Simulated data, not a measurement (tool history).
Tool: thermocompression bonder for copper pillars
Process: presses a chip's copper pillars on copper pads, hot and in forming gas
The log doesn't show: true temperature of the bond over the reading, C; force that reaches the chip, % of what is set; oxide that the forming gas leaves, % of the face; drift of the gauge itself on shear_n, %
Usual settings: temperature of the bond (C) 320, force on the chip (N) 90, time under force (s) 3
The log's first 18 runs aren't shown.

run   hour  temperature of the bond (C)  force on the chip (N)  time under force (s)  hours of work since the heater was calibrated  hours of work since the force cell was calibrated  hours of work since the gas filter was changed  force that shears a chip off (N)
 19  293.6                          333                     90                     3                                           1038                                                202                                             326                              62.7
 20  309.5                          290                     90                     3                                           1047                                                211                                             335                              39.3
 21  328.8                          290                     90                     3                                           1057                                                221                                             345                              39.9
 22  345.2                          320                    124                     4                                           1066                                                230                                             354                                75
 23  355.9                          320                     90                     4                                           1072                                                236                                             360                              59.8
 24  370.8                          319                     72                     2                                           1080                                                244                                             368                                38
 25  382.7                          319                     72                     2                                           1086                                                250                                             374                              36.6
 26  404.3                          313                     58                     5                                           1098                                                262                                             386                                39
 27  422.4                          342                     90                     3                                           1107                                                271                                             396                              63.9
 28  439.9                          347                     90                     3                                           1117                                                281                                             405                              68.3
 29  460.8                          320                     90                     8                                           1128                                                292                                             416                              70.8
 30  485.4                          307                     56                     2                                           1141                                                305                                             430                              24.2
 31  502.8                          349                     62                     4                                           1151                                                315                                             439                              55.1
 32  513.9                          314                     62                     4                                           1157                                                321                                             445                              39.5
 33  536.9                          337                     90                     8                                           1169                                                333                                             457                              76.7
 34  551.4                          337                     90                     8                                           1177                                                341                                             465                                75
 35  564.8                          337                     90                     8                                           1184                                                348                                             472                              76.2
 36  578.4                          319                     99                     5                                           1192                                                356                                             480                              66.3
     581.8  -- forming gas filter changed
 37  597.9                          319                     99                     5                                           1202                                                366                                               9                              72.6
 38  622.3                          342                     90                     2                                           1215                                                379                                              22                                63
 39  632.4                          342                     96                     2                                           1220                                                384                                              27                              67.6

Forecast each of these 3 alternatives for the next run:
  A  647.6                          342                     93                     2                                           1229                                                393                                              35                                 ?
  B  647.6                          342                    106                     3                                           1229                                                393                                              35                                 ?
  C  647.6                          338                     60                     5                                           1229                                                393                                              35                                 ?

run  force that shears a chip off (N)
  A                                63
  B                                78
  C                              56.2
Without the tool's hidden state the same runs would have given:
run  force that shears a chip off (N)
  A                              65.2
  B                              80.2
  C                              58.4
